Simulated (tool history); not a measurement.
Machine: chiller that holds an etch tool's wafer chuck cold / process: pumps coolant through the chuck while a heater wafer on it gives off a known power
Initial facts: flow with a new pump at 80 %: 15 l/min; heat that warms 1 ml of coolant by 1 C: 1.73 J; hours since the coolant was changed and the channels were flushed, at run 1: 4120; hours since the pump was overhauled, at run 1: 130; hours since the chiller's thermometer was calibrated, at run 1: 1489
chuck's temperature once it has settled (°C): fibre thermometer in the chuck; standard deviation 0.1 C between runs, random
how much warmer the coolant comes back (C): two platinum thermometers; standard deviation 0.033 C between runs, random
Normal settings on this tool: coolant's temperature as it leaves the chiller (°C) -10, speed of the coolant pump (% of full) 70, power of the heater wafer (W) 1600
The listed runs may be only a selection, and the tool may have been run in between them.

run	hour	coolant's temperature as it leaves the chiller (°C)	speed of the coolant pump (% of full)	power of the heater wafer (W)	hours since the coolant was changed and the channels were flushed	hours since the pump was overhauled	hours since the chiller's thermometer was calibrated	chuck's temperature once it has settled (°C)	how much warmer the coolant comes back (C)
1	0.0	-10	70	1600	4120	130	1489	4.0	4.29
2	24.5	-10	70	1600	4144	155	1514	4.1	4.33
3	55.1	-10	70	1600	4175	185	1544	4.2	4.34
4	83.7	-10	70	1600	4204	214	1573	4.0	4.34
5	101.2	-10	70	974	4221	231	1591	-1.5	2.68
6	133.3	-10	70	974	4253	263	1623	-1.4	2.68
7	165.3	-10	70	974	4285	295	1655	-1.4	2.67
8	191.3	-10	70	974	4311	321	1681	-1.4	2.61
9	219.2	-10	70	1600	4339	349	1709	4.0	4.34
10	245.3	-10	70	1600	4365	375	1735	4.1	4.35
11	261.5	-10	70	1600	4381	392	1751	4.1	4.38
12	285.1	-10	70	1600	4405	415	1774	4.3	4.28
13	312.0	-10	70	1600	4432	442	1801	4.0	4.35
14	330.1	-10	70	1600	4450	460	1819	4.1	4.31
15	355.8	-10	70	1600	4476	486	1845	4.0	4.35
16	374.7	-10	70	1600	4495	505	1864	4.1	4.36
17	398.9	-10	62	1022	4519	529	1888	-0.3	3.18
18	428.9	-10	62	1022	4549	559	1918	-0.2	3.14
19	450.8	-18	70	1065	4571	581	1940	-8.8	2.89
20	478.4	-18	70	1065	4598	609	1968	-8.7	2.88
21	495.0	-13	87	2296	4615	625	1984	5.0	4.96
22	513.4	-15	70	933	4633	644	2003	-6.7	2.56
# hour 538.9: chiller's thermometer calibrated
23	545.3	-15	70	933	4664	674	6	-6.8	2.54
24	559.0	-15	65	1095	4678	688	20	-4.8	3.20
25	580.4	-15	65	1095	4699	709	41	-4.7	3.18
26	606.3	-15	65	1095	4725	735	67	-4.8	3.24
27	619.5	-17	65	1095	4738	749	81	-6.6	3.26
28	647.2	-11	70	2391	4766	776	108	10.2	6.46
29	666.5	-8	62	1535	4785	796	128	6.6	4.78
30	682.3	-8	62	1535	4801	811	143	6.6	4.77
31	700.1	-11	84	2141	4819	829	161	6.4	4.78

Predict each of these 5 candidate next runs independently; none follows another, all start after run 31:
A	719.2	-19	70	1600	4838	848	180	?	?
B	719.2	-17	84	2141	4838	848	180	?	?
C	719.2	-17	67	1515	4838	848	180	?	?
D	719.2	-9	94	852	4838	848	180	?	?
E	719.2	-2	84	2141	4838	848	180	?	?

run	chuck's temperature once it has settled (°C)	how much warmer the coolant comes back (C)
A	-4.7	4.38
B	0.1	4.82
C	-3.0	4.33
D	-2.5	1.70
E	15.2	4.74
Stripped of hidden state, with their random variation kept, the same runs would have yielded:
run	chuck's temperature once it has settled (°C)	how much warmer the coolant comes back (C)
A	-5.8	4.31
B	-1.2	4.74
C	-4.0	4.26
D	-3.0	1.67
E	14.0	4.67
